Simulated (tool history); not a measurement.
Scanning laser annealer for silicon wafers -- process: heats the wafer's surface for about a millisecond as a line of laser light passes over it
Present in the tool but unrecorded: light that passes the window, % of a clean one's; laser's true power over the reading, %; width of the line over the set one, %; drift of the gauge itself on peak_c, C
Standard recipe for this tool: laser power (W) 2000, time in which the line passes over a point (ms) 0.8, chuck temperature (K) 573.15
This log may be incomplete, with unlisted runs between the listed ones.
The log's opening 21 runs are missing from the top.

run	hour	laser power (W)	time in which the line passes over a point (ms)	chuck temperature (K)	hours of work since the window was cleaned	hours of work since the power meter was calibrated	hours of work since the optics were aligned	highest temperature of the surface (K)
22	950.9	1865	0.844	592.15	336	1295	230	1325.15
23	1006.2	1767	0.662	573.15	359	1318	253	1188.15
24	1053.3	1962	0.925	601.15	379	1338	273	1415.15
25	1094.7	2148	0.928	568.15	396	1355	290	1473.15
26	1136.4	2148	0.87	535.15	414	1373	307	1417.15
27	1162.2	2138	0.865	589.15	425	1383	318	1459.15
28	1203.4	1862	0.58	573.15	442	1401	335	1188.15
29	1258.3	1862	0.58	573.15	465	1424	358	1187.15
30	1305.5	1862	0.58	573.15	485	1443	378	1187.15
31	1334.6	2199	0.747	573.15	497	1456	390	1413.15
32	1375.9	2199	0.747	573.15	514	1473	408	1416.15
33	1412.9	1809	0.868	580.15	530	1488	423	1283.15
34	1451.2	1782	0.957	612.15	546	1504	439	1326.15
35	1504.5	1709	0.601	573.15	568	1527	461	1124.15
36	1553.2	1781	0.601	565.15	588	1547	482	1147.15
# hour 1590.2: window over the wafer cleaned
37	1590.2	2168	0.655	565.15	0	1562	496	1380.15
38	1620	2168	0.588	540.15	12	1574	509	1315.15

Forecast each of these 3 alternatives for the next run:
A	1659.7	1730	0.588	577.15	29	1591	525	?
B	1659.7	2168	0.868	540.15	29	1591	525	?
C	1659.7	1912	0.8	556.15	29	1591	525	?

run	highest temperature of the surface (K)
A	1161.15
B	1461.15
C	1315.15
With the hidden condition removed and each run's random variation left untouched, the same runs would have given:
run	highest temperature of the surface (K)
A	1164.15
B	1464.15
C	1318.15
